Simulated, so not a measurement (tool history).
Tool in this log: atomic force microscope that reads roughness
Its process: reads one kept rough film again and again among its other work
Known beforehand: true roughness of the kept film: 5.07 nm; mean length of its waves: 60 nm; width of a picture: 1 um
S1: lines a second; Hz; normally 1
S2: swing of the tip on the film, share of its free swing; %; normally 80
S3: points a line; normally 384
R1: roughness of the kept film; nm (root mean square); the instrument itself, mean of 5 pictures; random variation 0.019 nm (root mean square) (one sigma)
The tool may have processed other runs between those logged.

{"run": 1, "day": 0.0, "S1": 1, "S2": 80, "S3": 384, "R1": 4.662}
{"run": 2, "day": 1.371, "S1": 1, "S2": 80, "S3": 384, "R1": 4.606}
{"run": 3, "day": 3.908, "S1": 1, "S2": 80, "S3": 384, "R1": 4.511}
{"run": 4, "day": 7.104, "S1": 1, "S2": 80, "S3": 384, "R1": 4.392}
{"run": 5, "day": 8.467, "S1": 1, "S2": 80, "S3": 384, "R1": 4.381}
{"run": 6, "day": 10.188, "S1": 1, "S2": 67, "S3": 384, "R1": 4.366}
{"day": 12.304, "done": "new tip fitted"}
{"run": 7, "day": 13.433, "S1": 1, "S2": 67, "S3": 384, "R1": 4.709}
{"run": 8, "day": 15.55, "S1": 1, "S2": 67, "S3": 384, "R1": 4.649}
{"run": 9, "day": 18.55, "S1": 1, "S2": 67, "S3": 384, "R1": 4.567}
{"run": 10, "day": 20.671, "S1": 1, "S2": 59, "S3": 384, "R1": 4.518}
{"run": 11, "day": 23.258, "S1": 1, "S2": 76, "S3": 384, "R1": 4.371}
{"run": 12, "day": 25.25, "S1": 1, "S2": 76, "S3": 384, "R1": 4.302}
{"day": 25.9, "done": "new tip fitted"}
{"run": 13, "day": 27.45, "S1": 2.26, "S2": 80, "S3": 384, "R1": 4.511}
{"run": 14, "day": 29.375, "S1": 2.26, "S2": 80, "S3": 384, "R1": 4.412}
{"run": 15, "day": 30.983, "S1": 2.26, "S2": 80, "S3": 384, "R1": 4.339}
{"run": 16, "day": 33.188, "S1": 2.26, "S2": 80, "S3": 384, "R1": 4.296}
{"run": 17, "day": 35.862, "S1": 1, "S2": 80, "S3": 384, "R1": 4.353}
{"run": 18, "day": 38.488, "S1": 1, "S2": 80, "S3": 384, "R1": 4.275}
{"day": 39.333, "done": "new tip fitted"}
{"run": 19, "day": 40.767, "S1": 1, "S2": 80, "S3": 384, "R1": 4.618}
{"run": 20, "day": 43.954, "S1": 1, "S2": 80, "S3": 486, "R1": 4.522}
{"run": 21, "day": 45.875, "S1": 1, "S2": 80, "S3": 486, "R1": 4.479}
{"run": 22, "day": 48.888, "S1": 1, "S2": 80, "S3": 486, "R1": 4.373}
{"run": 23, "day": 50.867, "S1": 1, "S2": 80, "S3": 486, "R1": 4.32}
{"run": 24, "day": 52.417, "S1": 1, "S2": 80, "S3": 486, "R1": 4.28}
{"day": 52.758, "done": "new tip fitted"}
{"run": 25, "day": 54.058, "S1": 1, "S2": 80, "S3": 486, "R1": 4.63}
{"run": 26, "day": 56.954, "S1": 1, "S2": 80, "S3": 486, "R1": 4.565}
{"run": 27, "day": 59.2, "S1": 1, "S2": 80, "S3": 486, "R1": 4.489}
{"run": 28, "day": 61.275, "S1": 3.64, "S2": 80, "S3": 554, "R1": 4.135}
{"run": 29, "day": 62.838, "S1": 0.75, "S2": 79, "S3": 697, "R1": 4.39}
{"run": 30, "day": 64.558, "S1": 1, "S2": 61, "S3": 516, "R1": 4.389}
{"day": 66.271, "done": "new tip fitted"}
{"run": 31, "day": 67.775, "S1": 1, "S2": 80, "S3": 740, "R1": 4.605}
{"run": 32, "day": 69.8, "S1": 1, "S2": 80, "S3": 740, "R1": 4.534}
{"run": 33, "day": 72.717, "S1": 1, "S2": 80, "S3": 362, "R1": 4.472}
{"run": 34, "day": 74.112, "S1": 0.86, "S2": 80, "S3": 527, "R1": 4.412}
{"run": 35, "day": 75.546, "S1": 3.46, "S2": 80, "S3": 855, "R1": 4.087}
{"run": 36, "day": 77.012, "S1": 2.37, "S2": 80, "S3": 285, "R1": 4.194}
{"run": 37, "day": 79.2, "S1": 1.92, "S2": 62, "S3": 324, "R1": 4.308}
{"day": 79.675, "done": "new tip fitted"}
{"run": 38, "day": 80.821, "S1": 1.92, "S2": 62, "S3": 324, "R1": 4.653}
{"run": 39, "day": 82.729, "S1": 2.91, "S2": 77, "S3": 384, "R1": 4.369}
{"run": 40, "day": 84.412, "S1": 0.7, "S2": 80, "S3": 384, "R1": 4.556}
{"run": 41, "day": 87.217, "S1": 1.33, "S2": 68, "S3": 384, "R1": 4.439}
{"run": 42, "day": 89.462, "S1": 0.9, "S2": 62, "S3": 443, "R1": 4.376}
{"run": 43, "day": 92.258, "S1": 0.9, "S2": 62, "S3": 443, "R1": 4.319}
{"day": 93.033, "done": "new tip fitted"}
{"run": 44, "day": 94.212, "S1": 1, "S2": 61, "S3": 718, "R1": 4.736}
{"run": 45, "day": 97.267, "S1": 0.58, "S2": 63, "S3": 384, "R1": 4.622}
{"run": 46, "day": 99.362, "S1": 0.58, "S2": 63, "S3": 384, "R1": 4.564}
{"run": 47, "day": 101.2, "S1": 3.25, "S2": 86, "S3": 748, "R1": 4.032}
{"run": 48, "day": 104.092, "S1": 3.25, "S2": 86, "S3": 748, "R1": 3.953}
{"day": 106.55, "done": "new tip fitted"}
{"run": 49, "day": 107.175, "S1": 3.25, "S2": 86, "S3": 349, "R1": 4.276}
{"run": 50, "day": 110.238, "S1": 1.98, "S2": 68, "S3": 729, "R1": 4.516}
{"run": 51, "day": 112.129, "S1": 1.98, "S2": 68, "S3": 729, "R1": 4.501}
{"run": 52, "day": 114.55, "S1": 1.98, "S2": 71, "S3": 467, "R1": 4.351}
{"run": 53, "day": 116.317, "S1": 1.98, "S2": 71, "S3": 467, "R1": 4.295}

Consider 4 possible next runs. They are alternatives, not a sequence: every one starts from the tool as it was left by run 53. What does each give?
{"run": "A", "day": 119.112, "S1": 3.51, "S2": 80, "S3": 384, "R1": "?"}
{"run": "B", "day": 119.112, "S1": 3.37, "S2": 71, "S3": 467, "R1": "?"}
{"run": "C", "day": 119.112, "S1": 3.32, "S2": 80, "S3": 468, "R1": "?"}
{"run": "D", "day": 119.112, "S1": 1.98, "S2": 71, "S3": 380, "R1": "?"}

run=A R1=4.001
run=B R1=4.124
run=C R1=4.023
run=D R1=4.235
With no hidden state in the tool, these same runs would have given:
run=A R1=4.474
run=B R1=4.611
run=C R1=4.499
run=D R1=4.735
